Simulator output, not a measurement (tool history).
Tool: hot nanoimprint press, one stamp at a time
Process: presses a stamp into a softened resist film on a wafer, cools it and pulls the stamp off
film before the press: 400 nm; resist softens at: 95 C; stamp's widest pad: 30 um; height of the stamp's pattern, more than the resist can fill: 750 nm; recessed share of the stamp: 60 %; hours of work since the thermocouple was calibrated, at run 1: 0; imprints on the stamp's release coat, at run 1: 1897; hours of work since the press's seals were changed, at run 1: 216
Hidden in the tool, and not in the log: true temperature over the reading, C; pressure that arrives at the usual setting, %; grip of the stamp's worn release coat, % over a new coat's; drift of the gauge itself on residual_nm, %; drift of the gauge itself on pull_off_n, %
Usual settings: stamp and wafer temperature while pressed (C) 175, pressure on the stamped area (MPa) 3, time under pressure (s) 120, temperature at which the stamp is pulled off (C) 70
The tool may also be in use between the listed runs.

| run | hour | stamp and wafer temperature while pressed (C) | pressure on the stamped area (MPa) | time under pressure (s) | temperature at which the stamp is pulled off (C) | hours of work since the thermocouple was calibrated | imprints on the stamp's release coat | hours of work since the press's seals were changed | resist left under the stamp's widest pad (angstrom) | greatest force while the stamp is pulled off (N) |
|---|---|---|---|---|---|---|---|---|---|---|
| 1 | 0 | 175 | 3 | 120 | 70 | 0 | 1897 | 216 | 1750 | 163 |
| 2 | 35 | 175 | 3 | 120 | 70 | 15 | 2011 | 231 | 1752 | 165 |
| 3 | 52.5 | 175 | 3 | 120 | 70 | 23 | 2068 | 238 | 1748 | 160 |
| 4 | 75.8 | 175 | 3 | 120 | 70 | 33 | 2143 | 248 | 1751 | 166 |
| 5 | 92.1 | 175 | 3 | 120 | 70 | 39 | 2196 | 255 | 1748 | 162 |
| 6 | 113.5 | 175 | 3 | 120 | 70 | 49 | 2266 | 265 | 1754 | 168 |
| 7 | 136.1 | 175 | 3 | 120 | 70 | 58 | 2339 | 274 | 1747 | 162 |
| 8 | 153.4 | 175 | 4.14 | 120 | 70 | 66 | 2396 | 282 | 1493 | 160 |
| 9 | 175.5 | 175 | 4.14 | 120 | 70 | 75 | 2468 | 291 | 1487 | 160 |
|  | 186.6 | stamp cleaned and given a new release coat |
| 10 | 206.5 | 175 | 4.14 | 120 | 70 | 86 | 65 | 302 | 1490 | 160 |
| 11 | 233.7 | 175 | 4.14 | 120 | 70 | 98 | 153 | 314 | 1490 | 164 |
| 12 | 270 | 175 | 4.14 | 120 | 76 | 113 | 271 | 329 | 1490 | 146 |
| 13 | 292.7 | 175 | 4.14 | 120 | 76 | 123 | 345 | 339 | 1488 | 141 |
| 14 | 319.2 | 175 | 4.14 | 120 | 76 | 134 | 431 | 350 | 1490 | 150 |
| 15 | 350.1 | 175 | 4.14 | 120 | 76 | 148 | 531 | 364 | 1486 | 145 |
| 16 | 376 | 175 | 4.14 | 120 | 76 | 159 | 616 | 375 | 1489 | 146 |
| 17 | 391.8 | 175 | 4.14 | 120 | 76 | 166 | 667 | 381 | 1489 | 149 |
| 18 | 421.2 | 175 | 1.84 | 173 | 76 | 178 | 763 | 394 | 1930 | 148 |
| 19 | 438.5 | 175 | 3.83 | 235 | 57 | 186 | 819 | 401 | 1184 | 192 |
| 20 | 473.5 | 178 | 3.48 | 85 | 57 | 201 | 933 | 416 | 1691 | 196 |
| 21 | 501.6 | 182 | 1.96 | 205 | 68 | 213 | 1024 | 429 | 1437 | 164 |
| 22 | 529.4 | 182 | 1.96 | 205 | 68 | 225 | 1114 | 441 | 1437 | 167 |
| 23 | 555.7 | 181 | 2.8 | 63 | 73 | 236 | 1200 | 452 | 1927 | 155 |
| 24 | 579 | 181 | 2.8 | 63 | 73 | 246 | 1276 | 462 | 1927 | 156 |
| 25 | 606.3 | 174 | 2.71 | 149 | 64 | 258 | 1364 | 474 | 1741 | 174 |
| 26 | 639 | 174 | 3.52 | 149 | 66 | 272 | 1471 | 488 | 1527 | 167 |
| 27 | 659.8 | 175 | 3 | 189 | 70 | 281 | 1538 | 496 | 1464 | 163 |
| 28 | 677.3 | 175 | 3 | 189 | 70 | 288 | 1595 | 504 | 1468 | 154 |
| 29 | 710.1 | 175 | 3 | 140 | 69 | 302 | 1702 | 518 | 1644 | 164 |
| 30 | 732.4 | 182 | 3.35 | 74 | 68 | 312 | 1774 | 528 | 1617 | 165 |
| 31 | 763.4 | 175 | 3.11 | 74 | 70 | 325 | 1875 | 541 | 2035 | 161 |

Forecast each of these 3 alternatives for the next run:
| A | 778.8 | 175 | 3.11 | 113 | 78 | 332 | 1925 | 547 | ? | ? |
| B | 778.8 | 170 | 1.99 | 63 | 70 | 332 | 1925 | 547 | ? | ? |
| C | 778.8 | 167 | 3.11 | 74 | 70 | 332 | 1925 | 547 | ? | ? |

| run | resist left under the stamp's widest pad (angstrom) | greatest force while the stamp is pulled off (N) |
|---|---|---|
| A | 1748 | 144 |
| B | 2842 | 158 |
| C | 2505 | 164 |
Without the tool's hidden state the same runs would have given:
| run | resist left under the stamp's widest pad (angstrom) | greatest force while the stamp is pulled off (N) |
|---|---|---|
| A | 1760 | 142 |
| B | 2861 | 157 |
| C | 2522 | 162 |
